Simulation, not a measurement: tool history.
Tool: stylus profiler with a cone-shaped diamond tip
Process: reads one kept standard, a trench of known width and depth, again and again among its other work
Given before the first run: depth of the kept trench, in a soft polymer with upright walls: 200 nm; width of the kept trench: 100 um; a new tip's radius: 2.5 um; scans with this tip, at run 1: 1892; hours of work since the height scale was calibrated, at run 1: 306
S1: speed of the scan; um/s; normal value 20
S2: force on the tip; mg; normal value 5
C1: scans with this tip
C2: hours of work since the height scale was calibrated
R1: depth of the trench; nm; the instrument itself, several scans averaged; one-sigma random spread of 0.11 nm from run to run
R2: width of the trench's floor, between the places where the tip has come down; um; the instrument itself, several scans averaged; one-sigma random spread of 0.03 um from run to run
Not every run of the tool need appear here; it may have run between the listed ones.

run,hour,S1,S2,C1,C2,R1,R2
1,0,20,5,1892,306,202.99,97.98
2,10.1,20,5,1940,314,203.03,98.01
3,23.2,20,5,2002,324,202.76,97.99
4,29.5,20,5,2032,329,202.84,97.96
5,38.4,39,5,2074,336,202.95,97.96
6,48.1,20,5,2121,343,202.77,97.95
7,60.4,20,5,2179,353,202.86,97.99
8,75,53,5,2249,364,202.73,97.91
9,89.4,20,4.09,2318,375,202.61,98
10,98.6,10,4.09,2362,382,202.54,98.05
11,109.4,5,2.45,2413,391,201.98,98.01
12,116.3,50,8.67,2446,396,204.24,97.92
13,123.2,23,5.13,2478,401,202.94,97.99
14,134.9,49,6.09,2534,410,203.25,97.94
15,147.5,71,9.36,2594,420,204.42,97.89
16,159.2,16,3.56,2650,429,202.55,98.03

Forecast each of these 4 alternatives for the next run:
A,172.2,67,12.77,2712,439,?,?
B,172.2,6,5.63,2712,439,?,?
C,172.2,12,1.68,2712,439,?,?
D,172.2,7,2.31,2712,439,?,?

run,R1,R2
A,205.47,97.94
B,203.21,98
C,201.24,97.98
D,201.62,97.96
What these runs would have given with no unlogged condition in the tool:
run,R1,R2
A,205.46,97.95
B,203.21,98
C,201.24,97.99
D,201.61,97.96

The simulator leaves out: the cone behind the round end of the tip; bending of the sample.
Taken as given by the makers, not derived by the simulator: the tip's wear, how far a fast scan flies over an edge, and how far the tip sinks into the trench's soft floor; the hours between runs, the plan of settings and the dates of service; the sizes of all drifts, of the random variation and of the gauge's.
